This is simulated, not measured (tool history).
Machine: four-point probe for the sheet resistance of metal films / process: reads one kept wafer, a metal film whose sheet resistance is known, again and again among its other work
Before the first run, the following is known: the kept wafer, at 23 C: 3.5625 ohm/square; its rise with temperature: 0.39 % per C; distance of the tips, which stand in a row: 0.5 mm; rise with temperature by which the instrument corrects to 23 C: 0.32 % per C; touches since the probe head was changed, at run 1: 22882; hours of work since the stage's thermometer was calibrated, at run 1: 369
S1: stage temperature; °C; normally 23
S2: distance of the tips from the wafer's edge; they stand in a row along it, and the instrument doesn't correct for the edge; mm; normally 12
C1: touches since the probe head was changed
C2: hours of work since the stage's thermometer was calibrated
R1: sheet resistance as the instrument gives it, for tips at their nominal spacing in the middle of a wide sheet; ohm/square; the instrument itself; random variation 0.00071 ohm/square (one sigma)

{"run": 1, "hour": 0.0, "S1": 23, "S2": 12, "C1": 22882, "C2": 369, "R1": 3.569949}
{"run": 2, "hour": 22.7, "S1": 23, "S2": 12, "C1": 24114, "C2": 385, "R1": 3.569528}
{"run": 3, "hour": 55.1, "S1": 23, "S2": 12, "C1": 25877, "C2": 407, "R1": 3.569166}
{"run": 4, "hour": 78.6, "S1": 28, "S2": 12, "C1": 27155, "C2": 424, "R1": 3.58189}
{"run": 5, "hour": 118.3, "S1": 28, "S2": 12, "C1": 29313, "C2": 452, "R1": 3.581904}
{"run": 6, "hour": 151.4, "S1": 24, "S2": 12, "C1": 31109, "C2": 475, "R1": 3.572512}
{"run": 7, "hour": 174.5, "S1": 23, "S2": 9, "C1": 32364, "C2": 491, "R1": 3.573882}
{"run": 8, "hour": 214.6, "S1": 23, "S2": 9, "C1": 34544, "C2": 519, "R1": 3.575093}
{"run": 9, "hour": 235.6, "S1": 23, "S2": 9, "C1": 35688, "C2": 534, "R1": 3.575761}
{"run": 10, "hour": 257.6, "S1": 23, "S2": 9, "C1": 36880, "C2": 549, "R1": 3.573773}
{"run": 11, "hour": 274.1, "S1": 23, "S2": 14, "C1": 37780, "C2": 560, "R1": 3.571792}
{"run": 12, "hour": 309.5, "S1": 23, "S2": 14, "C1": 39700, "C2": 585, "R1": 3.571391}
{"run": 13, "hour": 348.0, "S1": 23, "S2": 12, "C1": 41792, "C2": 612, "R1": 3.572726}
{"run": 14, "hour": 378.9, "S1": 23, "S2": 12, "C1": 43471, "C2": 634, "R1": 3.574656}
{"run": 15, "hour": 397.4, "S1": 23, "S2": 10, "C1": 44477, "C2": 647, "R1": 3.575988}
{"run": 16, "hour": 429.0, "S1": 23, "S2": 10, "C1": 46197, "C2": 669, "R1": 3.57663}
{"run": 17, "hour": 455.8, "S1": 23, "S2": 10, "C1": 47655, "C2": 687, "R1": 3.57595}
{"run": 18, "hour": 480.5, "S1": 23, "S2": 37, "C1": 48993, "C2": 705, "R1": 3.572143}
{"run": 19, "hour": 518.8, "S1": 23, "S2": 37, "C1": 51074, "C2": 731, "R1": 3.574751}
{"run": 20, "hour": 543.6, "S1": 23, "S2": 12, "C1": 52424, "C2": 749, "R1": 3.57592}
{"run": 21, "hour": 573.7, "S1": 23, "S2": 5, "C1": 54060, "C2": 770, "R1": 3.592657}
{"run": 22, "hour": 602.5, "S1": 23, "S2": 5, "C1": 55625, "C2": 790, "R1": 3.593305}
{"run": 23, "hour": 621.5, "S1": 23, "S2": 5, "C1": 56657, "C2": 803, "R1": 3.593071}
{"run": 24, "hour": 637.8, "S1": 33, "S2": 49, "C1": 57545, "C2": 814, "R1": 3.596779}
{"run": 25, "hour": 676.7, "S1": 33, "S2": 49, "C1": 59657, "C2": 842, "R1": 3.597765}
{"run": 26, "hour": 711.4, "S1": 32, "S2": 4, "C1": 61543, "C2": 866, "R1": 3.625264}
{"run": 27, "hour": 730.8, "S1": 27, "S2": 3, "C1": 62597, "C2": 879, "R1": 3.637719}
{"run": 28, "hour": 753.7, "S1": 27, "S2": 3, "C1": 63841, "C2": 895, "R1": 3.639057}
{"run": 29, "hour": 783.1, "S1": 33, "S2": 28, "C1": 65439, "C2": 916, "R1": 3.600049}
{"run": 30, "hour": 811.4, "S1": 33, "S2": 28, "C1": 66978, "C2": 936, "R1": 3.599516}
{"hour": 815.2, "done": "stage's thermometer calibrated"}
{"run": 31, "hour": 834.2, "S1": 33, "S2": 28, "C1": 68191, "C2": 13, "R1": 3.602667}
{"run": 32, "hour": 869.2, "S1": 19, "S2": 24, "C1": 70090, "C2": 38, "R1": 3.572364}
{"run": 33, "hour": 893.6, "S1": 20, "S2": 12, "C1": 71420, "C2": 55, "R1": 3.578579}
{"run": 34, "hour": 919.6, "S1": 20, "S2": 12, "C1": 72833, "C2": 73, "R1": 3.578897}
{"hour": 940.4, "done": "stage's thermometer calibrated, once more"}
{"run": 35, "hour": 944.0, "S1": 25, "S2": 3, "C1": 74131, "C2": 3, "R1": 3.632696}
{"run": 36, "hour": 978.0, "S1": 34, "S2": 3, "C1": 75978, "C2": 26, "R1": 3.651796}
{"run": 37, "hour": 1008.9, "S1": 34, "S2": 3, "C1": 77658, "C2": 48, "R1": 3.65332}
{"run": 38, "hour": 1029.1, "S1": 34, "S2": 3, "C1": 78754, "C2": 62, "R1": 3.651132}
{"run": 39, "hour": 1056.8, "S1": 34, "S2": 4, "C1": 80262, "C2": 81, "R1": 3.630071}
{"run": 40, "hour": 1077.8, "S1": 23, "S2": 9, "C1": 81402, "C2": 96, "R1": 3.5825}
{"run": 41, "hour": 1101.3, "S1": 23, "S2": 9, "C1": 82678, "C2": 112, "R1": 3.582154}
{"run": 42, "hour": 1133.0, "S1": 34, "S2": 7, "C1": 84401, "C2": 135, "R1": 3.611551}
{"run": 43, "hour": 1152.6, "S1": 34, "S2": 7, "C1": 85469, "C2": 148, "R1": 3.612357}
{"run": 44, "hour": 1176.6, "S1": 19, "S2": 9, "C1": 86768, "C2": 165, "R1": 3.572637}
{"run": 45, "hour": 1193.6, "S1": 19, "S2": 18, "C1": 87696, "C2": 177, "R1": 3.569868}

Alternative continuations, all from the tool just after run 45; predict every row:
{"run": "A", "hour": 1210.8, "S1": 32, "S2": 12, "C1": 88630, "C2": 189, "R1": "?"}
{"run": "B", "hour": 1210.8, "S1": 19, "S2": 22, "C1": 88630, "C2": 189, "R1": "?"}
{"run": "C", "hour": 1210.8, "S1": 26, "S2": 58, "C1": 88630, "C2": 189, "R1": "?"}
{"run": "D", "hour": 1210.8, "S1": 22, "S2": 3, "C1": 88630, "C2": 189, "R1": "?"}

run=A R1=3.601818
run=B R1=3.56903
run=C R1=3.583603
run=D R1=3.627592
Without the tool's hidden state the same runs would have given:
run=A R1=3.586106
run=B R1=3.553389
run=C R1=3.567937
run=D R1=3.611727
